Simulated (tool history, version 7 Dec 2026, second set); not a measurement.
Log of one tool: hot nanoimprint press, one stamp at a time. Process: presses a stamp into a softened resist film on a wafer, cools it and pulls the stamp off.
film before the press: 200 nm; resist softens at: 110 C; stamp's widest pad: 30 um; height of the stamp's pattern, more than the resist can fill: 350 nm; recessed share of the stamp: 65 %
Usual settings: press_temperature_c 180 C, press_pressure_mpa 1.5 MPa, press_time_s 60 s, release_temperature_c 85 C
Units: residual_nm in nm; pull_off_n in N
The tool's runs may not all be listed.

run 1 hour=0 | press_temperature_c=180 press_pressure_mpa=1.5 press_time_s=60 release_temperature_c=85 | residual_nm=78.4 pull_off_n=92
run 2 hour=87.2 | press_temperature_c=180 press_pressure_mpa=1.5 press_time_s=60 release_temperature_c=85 | residual_nm=77.8 pull_off_n=92
run 3 hour=135 | press_temperature_c=180 press_pressure_mpa=1.5 press_time_s=60 release_temperature_c=87 | residual_nm=79.3 pull_off_n=88
-- hour=146.5 stamp cleaned and given a new release coat
-- hour=184.8 plate thermocouple calibrated
run 4 hour=196.3 | press_temperature_c=180 press_pressure_mpa=1.5 press_time_s=60 release_temperature_c=87 | residual_nm=77.4 pull_off_n=86
run 5 hour=255.9 | press_temperature_c=180 press_pressure_mpa=1.5 press_time_s=60 release_temperature_c=87 | residual_nm=78.2 pull_off_n=88
run 6 hour=345.2 | press_temperature_c=180 press_pressure_mpa=1.5 press_time_s=60 release_temperature_c=87 | residual_nm=78.2 pull_off_n=89
-- hour=395.1 press's hydraulic seals changed and the load cell set to zero
run 7 hour=420 | press_temperature_c=180 press_pressure_mpa=1.5 press_time_s=60 release_temperature_c=87 | residual_nm=78.5 pull_off_n=89
-- hour=454.8 stamp cleaned and given a new release coat
run 8 hour=511.2 | press_temperature_c=180 press_pressure_mpa=1.5 press_time_s=60 release_temperature_c=87 | residual_nm=78.1 pull_off_n=89
run 9 hour=559.8 | press_temperature_c=180 press_pressure_mpa=1.5 press_time_s=60 release_temperature_c=87 | residual_nm=77.4 pull_off_n=86
run 10 hour=599.6 | press_temperature_c=180 press_pressure_mpa=1.5 press_time_s=60 release_temperature_c=87 | residual_nm=77.7 pull_off_n=90
run 11 hour=655 | press_temperature_c=180 press_pressure_mpa=1.5 press_time_s=60 release_temperature_c=92 | residual_nm=77.3 pull_off_n=80
-- hour=676.2 plate thermocouple calibrated
run 12 hour=699.4 | press_temperature_c=181 press_pressure_mpa=2.27 press_time_s=73 release_temperature_c=81 | residual_nm=55.2 pull_off_n=100
-- hour=759.8 stamp cleaned and given a new release coat
run 13 hour=774.2 | press_temperature_c=181 press_pressure_mpa=2.27 press_time_s=73 release_temperature_c=81 | residual_nm=54.5 pull_off_n=98
run 14 hour=871.5 | press_temperature_c=181 press_pressure_mpa=2.27 press_time_s=73 release_temperature_c=81 | residual_nm=55.2 pull_off_n=94
run 15 hour=964.3 | press_temperature_c=181 press_pressure_mpa=2.27 press_time_s=73 release_temperature_c=81 | residual_nm=54.2 pull_off_n=96
run 16 hour=1044 | press_temperature_c=181 press_pressure_mpa=2.27 press_time_s=47 release_temperature_c=81 | residual_nm=64.8 pull_off_n=94
-- hour=1057 stamp cleaned and given a new release coat
run 17 hour=1147.4 | press_temperature_c=181 press_pressure_mpa=2.27 press_time_s=47 release_temperature_c=81 | residual_nm=66 pull_off_n=98

The next listed run, before its measurement:
-- hour=1166.4 plate thermocouple calibrated
run 18 hour=1222.2 | press_temperature_c=171 press_pressure_mpa=2.3 press_time_s=46 release_temperature_c=81 | residual_nm=? pull_off_n=?

{"run 18": {"residual_nm": 108.3, "pull_off_n": 99}}
Without the tool's hidden state the same run would have given residual_nm 110.3 nm, pull_off_n 98 N.
